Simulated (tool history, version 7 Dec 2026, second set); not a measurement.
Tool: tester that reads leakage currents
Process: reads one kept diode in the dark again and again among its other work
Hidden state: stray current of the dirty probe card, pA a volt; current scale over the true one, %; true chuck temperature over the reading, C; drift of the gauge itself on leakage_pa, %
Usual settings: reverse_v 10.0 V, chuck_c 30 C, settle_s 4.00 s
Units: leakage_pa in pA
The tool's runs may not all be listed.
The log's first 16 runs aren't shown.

| run | hour | reverse_v | chuck_c | settle_s | hours of work since the probe card was cleaned | hours of work since the tester was calibrated | hours of work since the chuck was calibrated | leakage_pa |
|---|---|---|---|---|---|---|---|---|
| 17 | 1844.7 | 10.0 | 30 | 4.00 | 230 | 1813 | 337 | 252.11 |
|  | 1893.4 | chuck's temperature calibrated, once more |
| 18 | 1969.0 | 10.0 | 30 | 4.00 | 294 | 1877 | 39 | 299.26 |
| 19 | 2045.3 | 10.0 | 30 | 4.00 | 334 | 1917 | 79 | 298.92 |
| 20 | 2151.9 | 10.0 | 30 | 4.00 | 390 | 1973 | 135 | 299.87 |
| 21 | 2229.4 | 1.1 | 30 | 4.00 | 430 | 2013 | 175 | 136.27 |
| 22 | 2336.0 | 1.1 | 30 | 4.00 | 486 | 2069 | 231 | 135.37 |
| 23 | 2400.1 | 1.1 | 30 | 4.00 | 519 | 2102 | 264 | 136.19 |
| 24 | 2549.1 | 1.1 | 30 | 4.00 | 597 | 2180 | 342 | 134.42 |
| 25 | 2618.7 | 2.0 | 27 | 4.21 | 633 | 2216 | 378 | 133.13 |
| 26 | 2768.5 | 3.9 | 37 | 2.03 | 711 | 2294 | 457 | 345.71 |
| 27 | 2837.4 | 2.2 | 25 | 5.34 | 747 | 2330 | 492 | 117.99 |
| 28 | 2983.2 | 14.7 | 55 | 2.59 | 823 | 2406 | 569 | 1789.22 |
| 29 | 3139.2 | 10.0 | 30 | 0.83 | 905 | 2488 | 650 | 297.96 |
| 30 | 3227.7 | 14.7 | 30 | 0.83 | 951 | 2534 | 696 | 344.74 |
| 31 | 3307.3 | 5.1 | 22 | 0.62 | 992 | 2575 | 738 | 129.78 |
| 32 | 3460.7 | 3.0 | 33 | 1.66 | 1072 | 2655 | 818 | 231.12 |
| 33 | 3597.7 | 13.7 | 34 | 4.00 | 1144 | 2727 | 889 | 436.44 |
| 34 | 3662.9 | 10.5 | 30 | 1.45 | 1178 | 2761 | 923 | 301.20 |
| 35 | 3800.3 | 10.5 | 30 | 1.45 | 1250 | 2832 | 995 | 299.94 |
| 36 | 3869.7 | 10.5 | 30 | 1.45 | 1286 | 2869 | 1031 | 298.92 |
| 37 | 4021.5 | 16.7 | 30 | 1.45 | 1365 | 2948 | 1110 | 363.41 |
| 38 | 4096.9 | 16.7 | 30 | 1.45 | 1404 | 2987 | 1150 | 362.38 |
|  | 4140.5 | probe card cleaned and baked |
|  | 4171.5 | chuck's temperature calibrated |
| 39 | 4233.0 | 16.7 | 30 | 1.45 | 47 | 3056 | 32 | 360.64 |
| 40 | 4358.7 | 1.6 | 48 | 5.87 | 113 | 3121 | 98 | 555.60 |

3 ways to go on from here, each from the tool as it stands after run 40. What would each give?
| A | 4505.4 | 5.0 | 56 | 1.73 | 189 | 3198 | 174 | ? |
| B | 4505.4 | 19.1 | 52 | 6.57 | 189 | 3198 | 174 | ? |
| C | 4505.4 | 10.0 | 20 | 1.77 | 189 | 3198 | 174 | ? |

| run | leakage_pa |
|---|---|
| A | 1360.50 |
| B | 1685.48 |
| C | 143.55 |
Without the tool's hidden state the same runs would have given:
| run | leakage_pa |
|---|---|
| A | 1376.75 |
| B | 1700.89 |
| C | 141.83 |

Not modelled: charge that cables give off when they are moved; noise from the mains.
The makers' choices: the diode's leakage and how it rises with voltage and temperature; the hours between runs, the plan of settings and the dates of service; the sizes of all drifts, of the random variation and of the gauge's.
